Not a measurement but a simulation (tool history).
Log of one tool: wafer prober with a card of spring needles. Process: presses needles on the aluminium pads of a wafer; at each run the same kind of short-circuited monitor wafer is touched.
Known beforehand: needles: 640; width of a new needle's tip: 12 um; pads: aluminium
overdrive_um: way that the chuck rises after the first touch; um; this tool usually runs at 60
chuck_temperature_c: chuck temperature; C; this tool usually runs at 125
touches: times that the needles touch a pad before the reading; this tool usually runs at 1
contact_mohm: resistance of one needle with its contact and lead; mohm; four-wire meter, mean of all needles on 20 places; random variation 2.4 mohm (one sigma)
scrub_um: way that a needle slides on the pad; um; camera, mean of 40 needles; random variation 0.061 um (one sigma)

| run | hour | overdrive_um | chuck_temperature_c | touches | contact_mohm | scrub_um |
|---|---|---|---|---|---|---|
| 1 | 0 | 60 | 125 | 1 | 269 | 16.11 |
|  | 10.8 | tips cleaned on abrasive film |
| 2 | 20.3 | 60 | 125 | 1 | 272 | 16.05 |
|  | 25.2 | tips cleaned on abrasive film |
|  | 39.5 | tips cleaned on abrasive film |
|  | 54.2 | tips cleaned on abrasive film |
| 3 | 57.5 | 60 | 125 | 1 | 267 | 16 |
|  | 69.3 | tips cleaned on abrasive film |
| 4 | 76.9 | 60 | 34 | 1 | 241 | 15.94 |
|  | 85 | tips cleaned on abrasive film |
|  | 99.8 | tips cleaned on abrasive film |
| 5 | 109.8 | 60 | 34 | 1 | 243 | 16.02 |
|  | 114.7 | tips cleaned on abrasive film |
|  | 128.5 | tips cleaned on abrasive film |
| 6 | 136.9 | 60 | 34 | 1 | 243 | 15.99 |
|  | 142.8 | tips cleaned on abrasive film |
|  | 157.1 | tips cleaned on abrasive film |
| 7 | 159.1 | 60 | 125 | 1 | 267 | 15.99 |
|  | 172.8 | tips cleaned on abrasive film |
|  | 179.3 | height of the first contact set anew |
| 8 | 180.7 | 60 | 125 | 1 | 266 | 16.11 |
|  | 188.2 | tips cleaned on abrasive film |
|  | 201.7 | tips cleaned on abrasive film |
|  | 217.6 | tips cleaned on abrasive film |
| 9 | 218.3 | 60 | 125 | 1 | 267 | 16.01 |
|  | 230.7 | tips cleaned on abrasive film |
|  | 244.9 | tips cleaned on abrasive film |
| 10 | 247.6 | 60 | 125 | 1 | 266 | 15.92 |
|  | 259.3 | tips cleaned on abrasive film |
|  | 273.1 | tips cleaned on abrasive film |
|  | 286.2 | tips cleaned on abrasive film |
| 11 | 286.2 | 60 | 125 | 1 | 266 | 16.05 |
|  | 299.5 | tips cleaned on abrasive film |
|  | 314.1 | tips cleaned on abrasive film |
| 12 | 324.7 | 60 | 125 | 1 | 274 | 16.01 |
|  | 327.5 | tips cleaned on abrasive film |
|  | 341.9 | tips cleaned on abrasive film |
|  | 355.6 | tips cleaned on abrasive film |
| 13 | 355.6 | 60 | 125 | 1 | 270 | 15.93 |
|  | 369.8 | tips cleaned on abrasive film |
|  | 385.6 | tips cleaned on abrasive film |
| 14 | 393.3 | 60 | 125 | 1 | 269 | 15.97 |
|  | 399.8 | tips cleaned on abrasive film |
| 15 | 409.9 | 60 | 125 | 1 | 266 | 16.06 |
|  | 415.8 | tips cleaned on abrasive film |
|  | 424.5 | height of the first contact set anew |
|  | 429.3 | tips cleaned on abrasive film |
| 16 | 433.4 | 60 | 67 | 1 | 254 | 15.98 |
|  | 442.7 | tips cleaned on abrasive film |
|  | 457 | tips cleaned on abrasive film |
| 17 | 468.1 | 60 | 73 | 3 | 255 | 15.9 |
|  | 472.2 | tips cleaned on abrasive film |
|  | 487.5 | tips cleaned on abrasive film |
|  | 501.6 | tips cleaned on abrasive film |
| 18 | 506.4 | 46 | 70 | 1 | 258 | 12.25 |
|  | 514.9 | tips cleaned on abrasive film |
|  | 530.7 | tips cleaned on abrasive film |
| 19 | 539.3 | 47 | 125 | 2 | 269 | 12.52 |
|  | 544.2 | tips cleaned on abrasive film |
|  | 560.1 | tips cleaned on abrasive film |
|  | 574.3 | tips cleaned on abrasive film |
| 20 | 574.3 | 47 | 125 | 2 | 270 | 12.52 |
|  | 589 | tips cleaned on abrasive film |
|  | 603.9 | tips cleaned on abrasive film |
| 21 | 611.8 | 49 | 52 | 1 | 253 | 13.04 |
|  | 618.3 | tips cleaned on abrasive film |
|  | 632 | tips cleaned on abrasive film |
| 22 | 632.1 | 65 | 52 | 2 | 250 | 17.44 |
|  | 647.6 | tips cleaned on abrasive film |
| 23 | 652 | 60 | 28 | 2 | 245 | 15.95 |
|  | 661.1 | tips cleaned on abrasive film |
|  | 669.1 | height of the first contact set anew |
| 24 | 671.2 | 60 | 28 | 2 | 243 | 16.09 |
|  | 676.7 | tips cleaned on abrasive film |
|  | 692.2 | tips cleaned on abrasive film |
| 25 | 692.2 | 66 | 62 | 2 | 247 | 17.62 |
|  | 705.9 | tips cleaned on abrasive film |
|  | 720.7 | tips cleaned on abrasive film |
| 26 | 728.6 | 57 | 125 | 2 | 268 | 15.17 |
|  | 735 | tips cleaned on abrasive film |
|  | 748.7 | tips cleaned on abrasive film |
| 27 | 751.5 | 65 | 125 | 3 | 272 | 17.26 |
|  | 761.8 | tips cleaned on abrasive film |
| 28 | 774.4 | 60 | 88 | 2 | 258 | 15.89 |
|  | 776.4 | tips cleaned on abrasive film |
|  | 790.4 | tips cleaned on abrasive film |
|  | 803.5 | tips cleaned on abrasive film |
| 29 | 810.8 | 60 | 39 | 2 | 245 | 15.97 |

4 ways to go on from here, each from the tool as it stands after run 29. What would each give?
|  | 817.4 | tips cleaned on abrasive film |
|  | 832.4 | tips cleaned on abrasive film |
| A | 837.3 | 63 | 39 | 2 | ? | ? |
|  | 817.4 | tips cleaned on abrasive film |
|  | 832.4 | tips cleaned on abrasive film |
| B | 837.3 | 60 | 83 | 1 | ? | ? |
|  | 817.4 | tips cleaned on abrasive film |
|  | 832.4 | tips cleaned on abrasive film |
| C | 837.3 | 71 | 39 | 1 | ? | ? |
|  | 817.4 | tips cleaned on abrasive film |
|  | 832.4 | tips cleaned on abrasive film |
| D | 837.3 | 64 | 50 | 3 | ? | ? |

| run | contact_mohm | scrub_um |
|---|---|---|
| A | 247 | 16.72 |
| B | 255 | 15.86 |
| C | 244 | 19.02 |
| D | 247 | 17.22 |
With no hidden state in the tool, these same runs would have given:
| run | contact_mohm | scrub_um |
|---|---|---|
| A | 247 | 16.73 |
| B | 254 | 15.87 |
| C | 243 | 19.02 |
| D | 247 | 17.22 |
